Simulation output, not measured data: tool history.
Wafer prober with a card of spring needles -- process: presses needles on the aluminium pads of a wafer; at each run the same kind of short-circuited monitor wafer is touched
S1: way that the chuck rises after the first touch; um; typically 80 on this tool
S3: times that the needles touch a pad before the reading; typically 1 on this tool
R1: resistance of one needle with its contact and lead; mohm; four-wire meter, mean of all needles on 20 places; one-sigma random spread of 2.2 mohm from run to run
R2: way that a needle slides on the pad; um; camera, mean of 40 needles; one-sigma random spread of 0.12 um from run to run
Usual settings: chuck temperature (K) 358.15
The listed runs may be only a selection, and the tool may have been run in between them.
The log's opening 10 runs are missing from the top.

{"hour": 74.4, "done": "tips cleaned on abrasive film"}
{"run": 11, "hour": 77.3, "S1": 60, "chuck temperature (K)": 358.15, "S3": 1, "R1": 281, "R2": 8.6}
{"hour": 82.8, "done": "tips cleaned on abrasive film"}
{"run": 12, "hour": 85.8, "S1": 60, "chuck temperature (K)": 358.15, "S3": 1, "R1": 283, "R2": 8.43}
{"hour": 91.2, "done": "tips cleaned on abrasive film"}
{"run": 13, "hour": 91.7, "S1": 80, "chuck temperature (K)": 358.15, "S3": 2, "R1": 248, "R2": 11.41}
{"hour": 99.8, "done": "tips cleaned on abrasive film"}
{"run": 14, "hour": 102.2, "S1": 80, "chuck temperature (K)": 358.15, "S3": 1, "R1": 266, "R2": 11.28}
{"hour": 108.5, "done": "tips cleaned on abrasive film"}
{"run": 15, "hour": 111.0, "S1": 80, "chuck temperature (K)": 358.15, "S3": 1, "R1": 263, "R2": 11.47}
{"hour": 117.1, "done": "tips cleaned on abrasive film"}
{"run": 16, "hour": 118.8, "S1": 80, "chuck temperature (K)": 358.15, "S3": 1, "R1": 254, "R2": 11.61}
{"hour": 125.5, "done": "tips cleaned on abrasive film"}
{"run": 17, "hour": 126.8, "S1": 80, "chuck temperature (K)": 358.15, "S3": 1, "R1": 254, "R2": 11.41}
{"hour": 134.0, "done": "tips cleaned on abrasive film"}
{"run": 18, "hour": 134.3, "S1": 80, "chuck temperature (K)": 358.15, "S3": 1, "R1": 247, "R2": 11.34}
{"hour": 142.4, "done": "tips cleaned on abrasive film"}
{"run": 19, "hour": 143.4, "S1": 65, "chuck temperature (K)": 305.15, "S3": 2, "R1": 243, "R2": 9.22}
{"hour": 151.2, "done": "tips cleaned on abrasive film"}
{"run": 20, "hour": 151.5, "S1": 62, "chuck temperature (K)": 312.15, "S3": 1, "R1": 246, "R2": 8.89}
{"run": 21, "hour": 159.0, "S1": 62, "chuck temperature (K)": 312.15, "S3": 1, "R1": 293, "R2": 8.68}
{"hour": 159.9, "done": "tips cleaned on abrasive film"}
{"run": 22, "hour": 164.9, "S1": 62, "chuck temperature (K)": 312.15, "S3": 1, "R1": 283, "R2": 8.84}
{"hour": 168.6, "done": "tips cleaned on abrasive film"}
{"run": 23, "hour": 169.6, "S1": 80, "chuck temperature (K)": 299.15, "S3": 2, "R1": 235, "R2": 11.14}
{"run": 24, "hour": 174.6, "S1": 91, "chuck temperature (K)": 335.15, "S3": 1, "R1": 263, "R2": 12.91}
{"hour": 177.3, "done": "tips cleaned on abrasive film"}
{"run": 25, "hour": 181.0, "S1": 80, "chuck temperature (K)": 325.15, "S3": 3, "R1": 243, "R2": 11.5}
{"hour": 186.3, "done": "tips cleaned on abrasive film"}
{"run": 26, "hour": 187.8, "S1": 65, "chuck temperature (K)": 325.15, "S3": 3, "R1": 242, "R2": 9.21}
{"hour": 195.1, "done": "tips cleaned on abrasive film"}
{"run": 27, "hour": 196.0, "S1": 65, "chuck temperature (K)": 325.15, "S3": 3, "R1": 242, "R2": 9.06}
{"run": 28, "hour": 201.1, "S1": 80, "chuck temperature (K)": 358.15, "S3": 2, "R1": 262, "R2": 11.31}
{"hour": 203.6, "done": "tips cleaned on abrasive film"}
{"run": 29, "hour": 210.3, "S1": 80, "chuck temperature (K)": 358.15, "S3": 1, "R1": 279, "R2": 11.23}
{"hour": 212.0, "done": "tips cleaned on abrasive film"}
{"run": 30, "hour": 217.7, "S1": 76, "chuck temperature (K)": 396.15, "S3": 1, "R1": 289, "R2": 10.64}
{"hour": 220.9, "done": "tips cleaned on abrasive film"}
{"run": 31, "hour": 227.1, "S1": 86, "chuck temperature (K)": 353.15, "S3": 1, "R1": 274, "R2": 12.27}
{"hour": 229.3, "done": "tips cleaned on abrasive film"}
{"run": 32, "hour": 233.5, "S1": 75, "chuck temperature (K)": 299.15, "S3": 2, "R1": 254, "R2": 10.5}

Alternative continuations, all from the tool just after run 32; predict every row:
{"hour": 238.3, "done": "tips cleaned on abrasive film"}
{"run": "A", "hour": 238.3, "S1": 98, "chuck temperature (K)": 358.15, "S3": 1, "R1": "?", "R2": "?"}
{"hour": 238.3, "done": "tips cleaned on abrasive film"}
{"run": "B", "hour": 238.3, "S1": 80, "chuck temperature (K)": 358.15, "S3": 2, "R1": "?", "R2": "?"}
{"hour": 238.3, "done": "tips cleaned on abrasive film"}
{"run": "C", "hour": 238.3, "S1": 75, "chuck temperature (K)": 299.15, "S3": 1, "R1": "?", "R2": "?"}
{"hour": 238.3, "done": "tips cleaned on abrasive film"}
{"run": "D", "hour": 238.3, "S1": 75, "chuck temperature (K)": 299.15, "S3": 1, "R1": "?", "R2": "?"}

run=A R1=241 R2=13.90
run=B R1=239 R2=11.23
run=C R1=231 R2=10.36
run=D R1=229 R2=10.51
The same runs, with their run-to-run variation unchanged, on a tool lacking any hidden condition would have given:
run=A R1=239 R2=14.30
run=B R1=237 R2=11.63
run=C R1=228 R2=10.76
run=D R1=227 R2=10.91

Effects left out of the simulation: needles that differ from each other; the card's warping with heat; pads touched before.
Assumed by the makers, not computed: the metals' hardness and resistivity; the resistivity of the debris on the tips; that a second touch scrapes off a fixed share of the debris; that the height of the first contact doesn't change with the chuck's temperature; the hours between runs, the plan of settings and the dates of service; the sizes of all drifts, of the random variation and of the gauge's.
